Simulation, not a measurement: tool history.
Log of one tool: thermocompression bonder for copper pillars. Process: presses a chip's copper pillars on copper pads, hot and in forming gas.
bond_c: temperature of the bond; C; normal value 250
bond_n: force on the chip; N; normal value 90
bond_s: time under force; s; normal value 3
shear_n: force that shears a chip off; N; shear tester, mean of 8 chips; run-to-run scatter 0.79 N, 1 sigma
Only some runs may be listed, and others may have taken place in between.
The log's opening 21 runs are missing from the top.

At day 17.312: heater calibrated with a thermocouple chip.
Run 22, day 18.262: usual settings but bond_c 249 C, bond_n 97 N, bond_s 9 s. Result: shear_n 96.0 N.
Run 23, day 19.379: usual settings but bond_n 54 N, bond_s 2 s. Result: shear_n 32.3 N.
Run 24, day 19.946: usual settings but bond_n 54 N, bond_s 4 s. Result: shear_n 44.6 N.
Run 25, day 20.562: usual settings but bond_c 227 C, bond_n 70 N, bond_s 8 s. Result: shear_n 49.5 N.
Run 26, day 21.242: usual settings but bond_c 237 C, bond_s 4 s. Result: shear_n 56.6 N.
At day 22.004: forming gas filter changed.
Run 27, day 22.217: usual settings but bond_c 243 C, bond_n 94 N, bond_s 8 s. Result: shear_n 87.5 N.
Run 28, day 22.988: usual settings but bond_s 6 s. Result: shear_n 83.9 N.
At day 23.633: heater calibrated with a thermocouple chip, once more.
Run 29, day 23.633: usual settings but bond_c 237 C, bond_n 75 N, bond_s 9 s. Result: shear_n 63.3 N.
Run 30, day 24.383: usual settings but bond_c 237 C, bond_n 75 N, bond_s 9 s. Result: shear_n 62.1 N.
Run 31, day 25.354: usual settings but bond_c 230 C. Result: shear_n 41.9 N.
Run 32, day 26.517: usual settings but bond_c 235 C, bond_n 84 N, bond_s 4 s. Result: shear_n 48.5 N.
Run 33, day 27.071: usual settings but bond_n 84 N, bond_s 4 s. Result: shear_n 61.6 N.
Run 34, day 27.867: usual settings but bond_n 84 N, bond_s 4 s. Result: shear_n 60.9 N.
Run 35, day 28.779: usual settings but bond_n 58 N, bond_s 4 s. Result: shear_n 43.8 N.
Run 36, day 29.467: usual settings but bond_s 2 s. Result: shear_n 48.5 N.
Run 37, day 30.650: usual settings but bond_c 235 C, bond_n 98 N. Result: shear_n 50.3 N.
At day 30.988: forming gas filter changed.
Run 38, day 31.646: usual settings but bond_c 229 C, bond_n 89 N. Result: shear_n 42.4 N.
Run 39, day 32.704: usual settings but bond_s 2 s. Result: shear_n 50.8 N.

Below are 4 alternative next runs, each starting from the tool's condition after run 39. Predict each:
Run A, day 33.525: usual settings but bond_n 129 N, bond_s 2 s. Result: shear_n ?.
Run B, day 33.525: usual settings but bond_c 273 C, bond_s 2 s. Result: shear_n ?.
Run C, day 33.525: usual settings but bond_c 267 C, bond_s 4 s. Result: shear_n ?.
Run D, day 33.525: usual settings but bond_c 236 C, bond_n 62 N, bond_s 9 s. Result: shear_n ?.

run  shear_n
  A     69.1
  B     69.5
  C     80.4
  D     50.4
Without the tool's unlogged condition, the same runs would have read:
run  shear_n
  A     71.2
  B     71.7
  C     82.8
  D     52.0

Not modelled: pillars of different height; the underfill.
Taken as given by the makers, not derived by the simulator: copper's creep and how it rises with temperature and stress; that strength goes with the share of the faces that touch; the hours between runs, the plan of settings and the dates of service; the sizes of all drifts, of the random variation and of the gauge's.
